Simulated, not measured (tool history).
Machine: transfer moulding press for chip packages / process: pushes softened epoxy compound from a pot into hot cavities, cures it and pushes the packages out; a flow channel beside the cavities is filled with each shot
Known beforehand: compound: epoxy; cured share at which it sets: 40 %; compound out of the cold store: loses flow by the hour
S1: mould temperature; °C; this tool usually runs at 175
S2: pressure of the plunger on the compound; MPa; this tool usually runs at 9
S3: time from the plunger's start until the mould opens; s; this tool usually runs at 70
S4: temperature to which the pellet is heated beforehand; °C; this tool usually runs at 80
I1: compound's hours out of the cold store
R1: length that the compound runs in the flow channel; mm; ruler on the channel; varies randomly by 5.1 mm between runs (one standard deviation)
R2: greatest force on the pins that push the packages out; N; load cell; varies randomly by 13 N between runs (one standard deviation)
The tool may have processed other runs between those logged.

run 1 hour=0 | S1=175 S2=9 S3=70 S4=80 | I1=11.7 | R1=998 R2=1124
run 2 hour=13 | S1=175 S2=9 S3=70 S4=80 | I1=44.9 | R1=943 R2=1182
run 3 hour=26.9 | S1=175 S2=9 S3=70 S4=80 | I1=33.1 | R1=954 R2=1290
run 4 hour=35.5 | S1=175 S2=9 S3=70 S4=80 | I1=38.4 | R1=950 R2=1278
-- hour=44.3 cavities cleaned with cleaning compound and waxed
run 5 hour=44.3 | S1=175 S2=9 S3=70 S4=80 | I1=34.8 | R1=950 R2=643
run 6 hour=56.2 | S1=175 S2=9 S3=70 S4=80 | I1=16.6 | R1=974 R2=928
run 7 hour=62.9 | S1=175 S2=10.73 S3=70 S4=80 | I1=15.7 | R1=1075 R2=1029
run 8 hour=71.8 | S1=175 S2=9 S3=70 S4=80 | I1=21.6 | R1=966 R2=1114
run 9 hour=84.4 | S1=175 S2=9 S3=70 S4=80 | I1=33.5 | R1=947 R2=1197
run 10 hour=97.4 | S1=175 S2=9 S3=70 S4=80 | I1=12.9 | R1=974 R2=1296
run 11 hour=110.1 | S1=175 S2=9 S3=70 S4=80 | I1=20.2 | R1=957 R2=1395
-- hour=114.9 cavities cleaned with cleaning compound and waxed
run 12 hour=120.5 | S1=175 S2=9 S3=70 S4=80 | I1=13.8 | R1=967 R2=805
run 13 hour=129.6 | S1=175 S2=9 S3=70 S4=80 | I1=28.9 | R1=938 R2=956
run 14 hour=143 | S1=175 S2=9 S3=70 S4=80 | I1=24 | R1=953 R2=1119
run 15 hour=150.1 | S1=175 S2=9 S3=70 S4=80 | I1=28.1 | R1=934 R2=1150
-- hour=158.9 plunger's sealing rings changed
run 16 hour=163.4 | S1=175 S2=9 S3=70 S4=80 | I1=13.5 | R1=1016 R2=1255
run 17 hour=172.2 | S1=176 S2=8.43 S3=70 S4=80 | I1=34.2 | R1=927 R2=1175
run 18 hour=185.3 | S1=181 S2=9 S3=83 S4=80 | I1=43.2 | R1=928 R2=764
-- hour=187.6 cavities cleaned with cleaning compound and waxed
run 19 hour=195.9 | S1=181 S2=9 S3=83 S4=80 | I1=11.3 | R1=985 R2=507
run 20 hour=202.1 | S1=173 S2=7.34 S3=54 S4=72 | I1=41.9 | R1=859 R2=2124
run 21 hour=207.9 | S1=178 S2=7.62 S3=70 S4=84 | I1=27.3 | R1=879 R2=838
run 22 hour=218.4 | S1=178 S2=7.62 S3=70 S4=84 | I1=42.7 | R1=855 R2=918
run 23 hour=228.1 | S1=181 S2=9 S3=59 S4=80 | I1=27.3 | R1=947 R2=1336
run 24 hour=234.2 | S1=175 S2=9 S3=79 S4=88 | I1=44.1 | R1=926 R2=887
run 25 hour=246.3 | S1=175 S2=9 S3=79 S4=88 | I1=18.8 | R1=967 R2=961
-- hour=258.3 cavities cleaned with cleaning compound and waxed
run 26 hour=261.8 | S1=175 S2=9 S3=79 S4=88 | I1=12.8 | R1=975 R2=509
run 27 hour=269.8 | S1=172 S2=6.96 S3=88 S4=82 | I1=23.5 | R1=845 R2=632
run 28 hour=282.4 | S1=172 S2=6.96 S3=88 S4=82 | I1=19.2 | R1=848 R2=764
run 29 hour=295.3 | S1=172 S2=6.96 S3=88 S4=82 | I1=18.1 | R1=843 R2=835

Alternative continuations, all from the tool just after run 29; predict every row:
run A hour=302.1 | S1=175 S2=7.74 S3=101 S4=84 | I1=47.6 | R1=? R2=?
run B hour=302.1 | S1=178 S2=8.63 S3=63 S4=82 | I1=44.9 | R1=? R2=?
run C hour=302.1 | S1=176 S2=7.61 S3=62 S4=80 | I1=9.8 | R1=? R2=?

run=A R1=843 R2=669
run=B R1=880 R2=1277
run=C R1=895 R2=1661
Without the tool's unlogged condition, the same runs would have read:
run=A R1=880 R2=339
run=B R1=918 R2=669
run=C R1=934 R2=866
